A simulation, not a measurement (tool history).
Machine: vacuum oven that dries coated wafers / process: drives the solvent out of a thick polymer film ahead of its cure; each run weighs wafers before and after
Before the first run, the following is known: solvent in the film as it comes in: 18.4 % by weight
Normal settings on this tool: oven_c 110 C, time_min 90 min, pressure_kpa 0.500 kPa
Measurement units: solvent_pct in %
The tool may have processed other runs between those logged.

run,hour,oven_c,time_min,pressure_kpa,solvent_pct
1,0.0,110,90,0.500,0.95
2,15.0,110,93,0.500,0.86
3,30.8,110,93,0.500,0.83
4,42.4,110,46,0.500,3.36
5,57.4,110,46,0.500,3.39
6,67.2,110,47,0.500,3.26
7,79.5,110,90,0.500,0.92
8,90.3,110,90,0.500,0.93
9,98.4,122,71,1.401,0.59
10,112.6,110,90,0.637,0.97
11,123.2,110,98,1.831,1.18

What does the tool deliver on the next run?
12,133.7,110,54,0.500,?

Run 12 gave solvent_pct 2.65 %.
Minus the tool's unlogged condition, the same run would have read solvent_pct 2.65 %.
